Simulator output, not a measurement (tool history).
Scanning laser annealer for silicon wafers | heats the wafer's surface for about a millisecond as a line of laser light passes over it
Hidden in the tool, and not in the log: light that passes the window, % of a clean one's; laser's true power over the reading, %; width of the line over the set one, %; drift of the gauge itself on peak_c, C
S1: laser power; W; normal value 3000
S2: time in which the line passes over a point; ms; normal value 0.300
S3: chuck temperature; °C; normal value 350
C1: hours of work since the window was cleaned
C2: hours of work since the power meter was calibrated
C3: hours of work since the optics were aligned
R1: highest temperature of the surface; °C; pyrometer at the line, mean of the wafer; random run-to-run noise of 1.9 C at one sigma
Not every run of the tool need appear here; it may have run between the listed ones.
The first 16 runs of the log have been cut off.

run,hour,S1,S2,S3,C1,C2,C3,R1
17,193.6,3000,0.300,350,473,344,871,1109
18,204.0,3000,0.300,350,479,349,876,1110
19,211.9,3000,0.300,364,483,354,880,1124
20,219.0,3000,0.300,364,487,357,884,1125
21,227.9,3115,0.233,373,492,362,889,1064
22,244.2,2700,0.356,363,501,371,898,1110
23,254.0,3079,0.231,356,506,376,903,1037
24,271.4,2680,0.231,354,515,386,912,955
25,280.4,2680,0.250,377,520,390,917,1000
26,292.4,2680,0.250,377,527,397,924,999
27,303.4,2640,0.300,355,532,403,930,1023
28,313.1,2943,0.342,376,538,408,935,1167
29,325.4,2943,0.342,376,544,414,941,1172
30,337.3,2668,0.317,351,551,421,948,1049
31,350.4,2668,0.355,333,558,428,955,1076
32,367.5,2781,0.251,352,567,437,964,997
33,378.6,2781,0.251,352,573,443,970,998
34,395.5,2781,0.251,352,582,452,979,999
35,406.0,3000,0.369,359,587,458,985,1198
36,413.0,3000,0.369,359,591,461,988,1200
37,428.5,2662,0.300,364,600,470,997,1043
38,439.4,2662,0.300,364,605,476,1002,1041
39,451.6,2676,0.300,346,612,482,1009,1027
40,462.8,3000,0.289,350,618,488,1015,1092

Forecast each of these 5 alternatives for the next run:
A,473.2,3000,0.300,312,623,494,1021,?
B,473.2,2911,0.211,341,623,494,1021,?
C,473.2,2589,0.333,350,623,494,1021,?
D,473.2,2788,0.289,350,623,494,1021,?
E,473.2,2703,0.299,339,623,494,1021,?

run,R1
A,1067
B,956
C,1045
D,1042
E,1023
Without the tool's unlogged condition, the same runs would have read:
run,R1
A,1083
B,969
C,1060
D,1057
E,1037
